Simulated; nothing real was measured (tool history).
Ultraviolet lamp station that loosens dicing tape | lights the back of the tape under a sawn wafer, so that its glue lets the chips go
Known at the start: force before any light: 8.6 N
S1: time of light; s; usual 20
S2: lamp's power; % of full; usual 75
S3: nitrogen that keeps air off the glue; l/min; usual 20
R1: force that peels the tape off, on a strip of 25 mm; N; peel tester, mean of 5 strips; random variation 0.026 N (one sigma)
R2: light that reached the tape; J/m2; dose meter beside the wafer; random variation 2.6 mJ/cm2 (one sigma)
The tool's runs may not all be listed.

run	hour	S1	S2	S3	R1	R2
1	0	20	75	20	1.539	3000
2	13.2	20	75	38	1.311	3040
3	28.3	20	71	20	1.663	2840
4	35.5	20	71	20	1.683	2830
5	50.2	20	71	20	1.801	2810
6	63.9	20	71	20	1.763	2850
7	78.4	20	71	20	1.745	2830
8	90.6	20	71	20	1.739	2780
9	99.5	20	75	34	1.44	2980
10	111.4	20	75	34	1.451	2930
11	122.9	20	75	34	1.453	2930
12	136.3	20	75	34	1.436	2930
13	145.2	20	75	34	1.471	2950
14	157.7	20	75	34	1.511	2930
15	165.4	19	75	29	1.597	2740
16	176.7	19	75	29	1.659	2750
17	183.3	19	75	29	1.662	2730
18	189.4	20	75	25	1.628	2860
19	203.3	20	75	25	1.554	2900
20	215.5	20	71	10	2.257	2740
21	229	11	90	25	2.779	1830
22	236.4	11	94	6	3.675	2010
23	242.6	11	94	6	3.672	1950
24	256	11	80	6	4.141	1650
25	268.9	11	80	6	3.977	1660

Measured less the same run without the tool's hidden state. The same run-to-run variation is in both; the gauge's scatter may not be:
The hidden state here: lamp's light, % of a new lamp's; light that the window lets through, % of a clean one's; drift of the gauge itself on peel_n, %; drift of the gauge itself on dose_mj_cm2, %.
run	R1	R2
1	+0.308	-440
2	+0.282	-450
3	+0.334	-430
4	+0.342	-440
5	+0.372	-450
6	+0.371	-460
7	+0.375	-470
8	+0.38	-470
9	+0.347	-510
10	+0.355	-520
11	+0.358	-530
12	+0.361	-540
13	+0.374	-550
14	+0.391	-560
15	+0.401	-530
16	+0.418	-540
17	+0.422	-540
18	+0.424	-580
19	+0.411	-580
20	+0.517	-560
21	+0.565	-400
22	+0.608	-420
23	+0.613	-420
24	+0.61	-370
25	+0.593	-370

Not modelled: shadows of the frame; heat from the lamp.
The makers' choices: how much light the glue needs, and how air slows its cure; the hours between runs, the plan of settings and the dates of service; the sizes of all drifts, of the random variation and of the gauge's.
